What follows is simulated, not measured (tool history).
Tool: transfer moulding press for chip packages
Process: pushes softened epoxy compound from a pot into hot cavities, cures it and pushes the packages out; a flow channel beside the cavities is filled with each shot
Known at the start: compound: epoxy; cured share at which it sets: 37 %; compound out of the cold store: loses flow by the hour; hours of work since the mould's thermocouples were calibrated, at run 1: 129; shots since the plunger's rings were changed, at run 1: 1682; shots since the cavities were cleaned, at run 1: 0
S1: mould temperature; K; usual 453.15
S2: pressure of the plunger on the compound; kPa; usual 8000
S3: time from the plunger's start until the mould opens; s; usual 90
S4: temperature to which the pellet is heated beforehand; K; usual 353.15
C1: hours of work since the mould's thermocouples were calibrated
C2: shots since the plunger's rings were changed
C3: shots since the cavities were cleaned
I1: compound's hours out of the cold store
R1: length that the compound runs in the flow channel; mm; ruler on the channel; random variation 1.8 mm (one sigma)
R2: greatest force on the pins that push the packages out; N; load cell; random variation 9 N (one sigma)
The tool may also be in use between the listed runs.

run 1 hour=0.0 | S1=453.15 S2=8000 S3=90 S4=353.15 | C1=129 C2=1682 C3=0 | I1=38.0 | R1=545 R2=389
run 2 hour=7.0 | S1=453.15 S2=8000 S3=90 S4=353.15 | C1=133 C2=1758 C3=76 | I1=23.8 | R1=580 R2=447
run 3 hour=12.3 | S1=453.15 S2=8000 S3=100 S4=353.15 | C1=136 C2=1815 C3=133 | I1=24.6 | R1=575 R2=465
run 4 hour=23.8 | S1=453.15 S2=8130 S3=90 S4=353.15 | C1=143 C2=1939 C3=257 | I1=38.9 | R1=544 R2=531
run 5 hour=34.5 | S1=453.15 S2=8000 S3=90 S4=353.15 | C1=149 C2=2054 C3=372 | I1=22.4 | R1=583 R2=549
run 6 hour=39.8 | S1=453.15 S2=8000 S3=90 S4=353.15 | C1=152 C2=2110 C3=428 | I1=32.2 | R1=553 R2=575
run 7 hour=49.4 | S1=453.15 S2=8000 S3=90 S4=353.15 | C1=158 C2=2214 C3=532 | I1=47.6 | R1=517 R2=583
-- hour=53.7 cavities cleaned with cleaning compound and waxed
run 8 hour=62.5 | S1=458.15 S2=8000 S3=90 S4=353.15 | C1=165 C2=2339 C3=94 | I1=29.5 | R1=547 R2=428
-- hour=65.3 mould's thermocouples calibrated
run 9 hour=70.8 | S1=458.15 S2=8000 S3=90 S4=353.15 | C1=3 C2=2407 C3=162 | I1=11.2 | R1=595 R2=478
run 10 hour=79.9 | S1=458.15 S2=8000 S3=90 S4=353.15 | C1=9 C2=2504 C3=259 | I1=12.2 | R1=593 R2=482
run 11 hour=86.7 | S1=453.15 S2=8000 S3=82 S4=353.15 | C1=13 C2=2578 C3=333 | I1=20.0 | R1=586 R2=630
run 12 hour=97.2 | S1=453.15 S2=8000 S3=82 S4=362.15 | C1=19 C2=2691 C3=446 | I1=47.5 | R1=515 R2=627
-- hour=107.3 plunger's sealing rings changed
run 13 hour=109.4 | S1=453.15 S2=8000 S3=72 S4=353.15 | C1=25 C2=22 C3=550 | I1=23.8 | R1=591 R2=858
-- hour=112.4 cavities cleaned with cleaning compound and waxed
run 14 hour=121.7 | S1=453.15 S2=8000 S3=126 S4=353.15 | C1=31 C2=139 C3=101 | I1=12.5 | R1=620 R2=425
run 15 hour=129.3 | S1=453.15 S2=8000 S3=127 S4=353.15 | C1=36 C2=221 C3=183 | I1=15.5 | R1=611 R2=465
-- hour=132.5 mould's thermocouples calibrated, once more
run 16 hour=143.8 | S1=453.15 S2=8000 S3=127 S4=353.15 | C1=7 C2=355 C3=317 | I1=43.8 | R1=533 R2=497
run 17 hour=150.4 | S1=445.15 S2=8000 S3=127 S4=349.15 | C1=11 C2=426 C3=388 | I1=47.5 | R1=541 R2=524
run 18 hour=160.3 | S1=460.15 S2=9840 S3=120 S4=345.15 | C1=17 C2=532 C3=494 | I1=32.2 | R1=600 R2=532
-- hour=168.1 cavities cleaned with cleaning compound and waxed
run 19 hour=172.4 | S1=453.15 S2=7550 S3=72 S4=354.15 | C1=23 C2=647 C3=46 | I1=37.8 | R1=531 R2=556
run 20 hour=181.0 | S1=448.15 S2=8510 S3=72 S4=354.15 | C1=28 C2=739 C3=138 | I1=38.1 | R1=577 R2=837
run 21 hour=188.2 | S1=448.15 S2=8510 S3=72 S4=354.15 | C1=32 C2=817 C3=216 | I1=45.3 | R1=556 R2=847
run 22 hour=198.3 | S1=453.15 S2=8000 S3=85 S4=353.15 | C1=38 C2=926 C3=325 | I1=8.6 | R1=626 R2=555
run 23 hour=207.7 | S1=453.15 S2=8000 S3=85 S4=353.15 | C1=44 C2=1026 C3=425 | I1=12.8 | R1=611 R2=593
run 24 hour=213.3 | S1=455.15 S2=9100 S3=90 S4=355.15 | C1=47 C2=1087 C3=486 | I1=44.9 | R1=555 R2=536
run 25 hour=218.7 | S1=455.15 S2=9100 S3=90 S4=355.15 | C1=51 C2=1145 C3=544 | I1=31.7 | R1=589 R2=558
-- hour=222.8 cavities cleaned with cleaning compound and waxed
run 26 hour=227.1 | S1=455.15 S2=9100 S3=75 S4=346.15 | C1=55 C2=1219 C3=46 | I1=40.9 | R1=566 R2=466
run 27 hour=235.3 | S1=455.15 S2=9100 S3=103 S4=347.15 | C1=60 C2=1307 C3=134 | I1=12.8 | R1=645 R2=447
run 28 hour=241.2 | S1=455.15 S2=7450 S3=97 S4=347.15 | C1=63 C2=1370 C3=197 | I1=9.8 | R1=589 R2=470

Forecast each of these 3 alternatives for the next run:
run A hour=251.2 | S1=452.15 S2=8000 S3=90 S4=358.15 | C1=69 C2=1478 C3=305 | I1=15.2 | R1=? R2=?
run B hour=251.2 | S1=454.15 S2=8730 S3=97 S4=361.15 | C1=69 C2=1478 C3=305 | I1=28.2 | R1=? R2=?
run C hour=251.2 | S1=459.15 S2=8000 S3=90 S4=347.15 | C1=69 C2=1478 C3=305 | I1=30.3 | R1=? R2=?

run=A R1=600 R2=574
run=B R1=584 R2=512
run=C R1=543 R2=490
Without the tool's hidden state the same runs would have given:
run=A R1=614 R2=432
run=B R1=597 R2=381
run=C R1=556 R2=361
